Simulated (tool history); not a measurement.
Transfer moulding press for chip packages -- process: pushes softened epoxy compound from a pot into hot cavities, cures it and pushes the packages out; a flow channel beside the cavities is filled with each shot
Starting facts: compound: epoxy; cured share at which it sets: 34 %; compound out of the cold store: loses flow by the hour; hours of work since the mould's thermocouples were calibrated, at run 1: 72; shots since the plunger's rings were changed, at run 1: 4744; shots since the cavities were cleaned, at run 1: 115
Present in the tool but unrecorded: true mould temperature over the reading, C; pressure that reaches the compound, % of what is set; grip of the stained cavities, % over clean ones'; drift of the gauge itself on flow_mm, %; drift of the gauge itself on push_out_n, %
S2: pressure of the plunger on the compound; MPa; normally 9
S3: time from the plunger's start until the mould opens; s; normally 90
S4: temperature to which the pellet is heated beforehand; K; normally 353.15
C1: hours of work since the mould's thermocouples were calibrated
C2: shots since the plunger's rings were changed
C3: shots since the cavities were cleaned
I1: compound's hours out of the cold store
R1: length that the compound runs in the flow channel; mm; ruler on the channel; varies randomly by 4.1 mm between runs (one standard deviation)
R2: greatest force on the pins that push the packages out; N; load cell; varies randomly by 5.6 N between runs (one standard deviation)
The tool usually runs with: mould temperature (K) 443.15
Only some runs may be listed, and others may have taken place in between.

{"run": 1, "hour": 0.0, "mould temperature (K)": 443.15, "S2": 9, "S3": 90, "S4": 353.15, "C1": 72, "C2": 4744, "C3": 115, "I1": 45.7, "R1": 763, "R2": 235}
{"run": 2, "hour": 18.8, "mould temperature (K)": 443.15, "S2": 10.68, "S3": 90, "S4": 353.15, "C1": 84, "C2": 4984, "C3": 355, "I1": 44.5, "R1": 827, "R2": 275}
{"hour": 35.2, "done": "plunger's sealing rings changed"}
{"hour": 39.2, "done": "cavities cleaned with cleaning compound and waxed"}
{"run": 3, "hour": 63.0, "mould temperature (K)": 443.15, "S2": 10.68, "S3": 90, "S4": 353.15, "C1": 109, "C2": 337, "C3": 305, "I1": 23.1, "R1": 1027, "R2": 264}
{"hour": 84.9, "done": "cavities cleaned with cleaning compound and waxed"}
{"run": 4, "hour": 105.2, "mould temperature (K)": 443.15, "S2": 10.68, "S3": 90, "S4": 353.15, "C1": 135, "C2": 856, "C3": 259, "I1": 9.8, "R1": 1098, "R2": 254}
{"hour": 129.7, "done": "cavities cleaned with cleaning compound and waxed"}
{"run": 5, "hour": 139.3, "mould temperature (K)": 437.15, "S2": 9, "S3": 90, "S4": 353.15, "C1": 155, "C2": 1272, "C3": 121, "I1": 21.8, "R1": 971, "R2": 325}
{"run": 6, "hour": 156.4, "mould temperature (K)": 437.15, "S2": 9, "S3": 90, "S4": 353.15, "C1": 166, "C2": 1492, "C3": 341, "I1": 42.2, "R1": 848, "R2": 352}
{"hour": 175.2, "done": "cavities cleaned with cleaning compound and waxed"}
{"run": 7, "hour": 177.2, "mould temperature (K)": 437.15, "S2": 9, "S3": 90, "S4": 353.15, "C1": 178, "C2": 1738, "C3": 26, "I1": 23.5, "R1": 952, "R2": 281}
{"run": 8, "hour": 202.8, "mould temperature (K)": 443.15, "S2": 9, "S3": 90, "S4": 362.15, "C1": 194, "C2": 2065, "C3": 353, "I1": 29.6, "R1": 876, "R2": 266}
{"hour": 219.6, "done": "cavities cleaned with cleaning compound and waxed"}
{"run": 9, "hour": 242.0, "mould temperature (K)": 443.15, "S2": 9, "S3": 90, "S4": 362.15, "C1": 218, "C2": 2547, "C3": 286, "I1": 25.9, "R1": 887, "R2": 260}
{"hour": 264.2, "done": "cavities cleaned with cleaning compound and waxed"}
{"run": 10, "hour": 272.0, "mould temperature (K)": 443.15, "S2": 9, "S3": 90, "S4": 353.15, "C1": 235, "C2": 2911, "C3": 100, "I1": 30.2, "R1": 868, "R2": 223}
{"hour": 310.1, "done": "cavities cleaned with cleaning compound and waxed"}
{"run": 11, "hour": 312.1, "mould temperature (K)": 443.15, "S2": 9, "S3": 90, "S4": 353.15, "C1": 259, "C2": 3404, "C3": 25, "I1": 27.5, "R1": 869, "R2": 213}
{"run": 12, "hour": 342.0, "mould temperature (K)": 443.15, "S2": 9, "S3": 90, "S4": 353.15, "C1": 278, "C2": 3787, "C3": 408, "I1": 32.4, "R1": 839, "R2": 281}
{"hour": 356.2, "done": "cavities cleaned with cleaning compound and waxed"}
{"run": 13, "hour": 374.6, "mould temperature (K)": 443.15, "S2": 9, "S3": 90, "S4": 353.15, "C1": 298, "C2": 4183, "C3": 234, "I1": 12.4, "R1": 945, "R2": 257}
{"hour": 403.2, "done": "cavities cleaned with cleaning compound and waxed"}
{"run": 14, "hour": 405.2, "mould temperature (K)": 443.15, "S2": 9, "S3": 90, "S4": 353.15, "C1": 316, "C2": 4555, "C3": 26, "I1": 27.6, "R1": 851, "R2": 205}
{"hour": 410.0, "done": "mould's thermocouples calibrated"}
{"run": 15, "hour": 445.7, "mould temperature (K)": 439.15, "S2": 9, "S3": 90, "S4": 344.15, "C1": 22, "C2": 5047, "C3": 518, "I1": 31.4, "R1": 833, "R2": 348}
{"hour": 451.6, "done": "cavities cleaned with cleaning compound and waxed"}
{"hour": 457.9, "done": "plunger's sealing rings changed"}
{"run": 16, "hour": 468.7, "mould temperature (K)": 439.15, "S2": 9, "S3": 90, "S4": 344.15, "C1": 34, "C2": 137, "C3": 186, "I1": 28.6, "R1": 935, "R2": 288}
{"hour": 499.8, "done": "cavities cleaned with cleaning compound and waxed"}
{"run": 17, "hour": 509.3, "mould temperature (K)": 436.15, "S2": 9.93, "S3": 91, "S4": 352.15, "C1": 59, "C2": 637, "C3": 121, "I1": 14, "R1": 1079, "R2": 327}
{"hour": 545.7, "done": "cavities cleaned with cleaning compound and waxed"}
{"run": 18, "hour": 548.3, "mould temperature (K)": 443.15, "S2": 9, "S3": 126, "S4": 359.15, "C1": 82, "C2": 1116, "C3": 33, "I1": 15.7, "R1": 968, "R2": 200}

The next listed run, before its measurement:
{"run": 19, "hour": 582.6, "mould temperature (K)": 449.15, "S2": 9.09, "S3": 119, "S4": 359.15, "C1": 104, "C2": 1555, "C3": 472, "I1": 30.1, "R1": "?", "R2": "?"}

{"run 19": {"R1": 864, "R2": 265}}
On a tool with no hidden condition, and with the same random variation, this run would have come out at R1 891 mm, R2 182 N.
